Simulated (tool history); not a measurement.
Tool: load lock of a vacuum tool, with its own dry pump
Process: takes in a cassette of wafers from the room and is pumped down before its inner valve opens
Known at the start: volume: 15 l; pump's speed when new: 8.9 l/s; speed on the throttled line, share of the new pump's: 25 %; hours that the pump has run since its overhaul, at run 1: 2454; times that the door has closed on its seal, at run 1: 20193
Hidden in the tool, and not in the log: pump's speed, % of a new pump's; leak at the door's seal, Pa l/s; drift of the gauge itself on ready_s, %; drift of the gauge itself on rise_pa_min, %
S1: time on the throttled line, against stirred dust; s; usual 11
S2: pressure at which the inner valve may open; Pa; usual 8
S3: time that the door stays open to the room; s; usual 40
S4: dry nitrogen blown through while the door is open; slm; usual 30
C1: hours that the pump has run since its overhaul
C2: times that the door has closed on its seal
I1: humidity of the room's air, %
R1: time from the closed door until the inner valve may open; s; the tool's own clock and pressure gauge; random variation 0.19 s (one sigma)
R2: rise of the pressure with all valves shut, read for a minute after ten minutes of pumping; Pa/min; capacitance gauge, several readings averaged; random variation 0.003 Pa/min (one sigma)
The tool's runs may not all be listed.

run    hour  S1  S2   S3  S4    C1     C2    I1    R1     R2
  1     0.0  11   8   40  30  2454  20193  43.8  25.2  0.135
  2   128.9  11   8   40  30  2582  20649  45.3  25.0  0.144
  3   246.3  11   8   40  30  2700  21065  46.4  25.2  0.153
  4   402.3  11   8   40  30  2856  21618  45.8  24.9  0.157
  5   568.3   8   8   40  30  3022  22206  43.4  22.9  0.162
  6   749.1  11   8   40   8  3203  22846  44.2  25.1  0.179
  7   916.8  11   8   40   8  3370  23441  45.9  25.0  0.191
  8  1065.3  11   8   40  12  3519  23967  45.1  25.6  0.186
  9  1241.9  11   8   40  12  3695  24592  43.6  25.0  0.186
 10  1345.8  11   8   40   5  3799  24961  42.8  25.5  0.201
 11  1527.0  11   8   40   5  3981  25602  45.6  25.5  0.207
 12  1678.2  11   8   40   5  4132  26138  47.1  25.3  0.215
 13  1787.6  11   8   40   5  4241  26526  48.3  25.5  0.219
 14  1875.0  11   8   65  30  4329  26835  43.4  25.8  0.207
 15  1986.5   7   6   48   9  4440  27230  46.5  23.3  0.228
 16  2089.1   7  10   40  30  4543  27594  42.3  22.3  0.202
 17  2191.8   7  10   40  30  4645  27958  45.3  22.0  0.213
 18  2325.2  11   8  206  30  4779  28430  42.5  25.6  0.236
 19  2483.2  11  10   40   7  4937  28990  44.2  25.2  0.237
 20  2655.1  11  10   40   7  5109  29599  45.1  25.3  0.241
 21  2814.7  20   8   40  30  5268  30165  43.2  32.1  0.233
 22  3017.6   8   8   40  30  5471  30883  49.9  23.3  0.245
 23  3212.3  11  10  117  30  5666  31573  45.2  25.5  0.258
 24  3304.2  10   8   66   7  5758  31899  44.8  25.0  0.276
 25  3463.9  10   8   66   7  5917  32464  46.7  25.1  0.283

The same runs without the tool's hidden state, with the same run-to-run variation:
run    R1     R2
  1  24.4  0.022
  2  24.1  0.028
  3  24.3  0.032
  4  24.0  0.033
  5  21.9  0.034
  6  24.2  0.048
  7  24.0  0.051
  8  24.5  0.044
  9  23.9  0.036
 10  24.4  0.050
 11  24.3  0.050
 12  24.1  0.054
 13  24.2  0.055
 14  24.5  0.036
 15  21.8  0.054
 16  20.9  0.026
 17  20.5  0.032
 18  24.2  0.054
 19  23.8  0.048
 20  23.9  0.048
 21  30.8  0.034
 22  21.6  0.035
 23  23.9  0.041
 24  23.2  0.056
 25  23.3  0.059
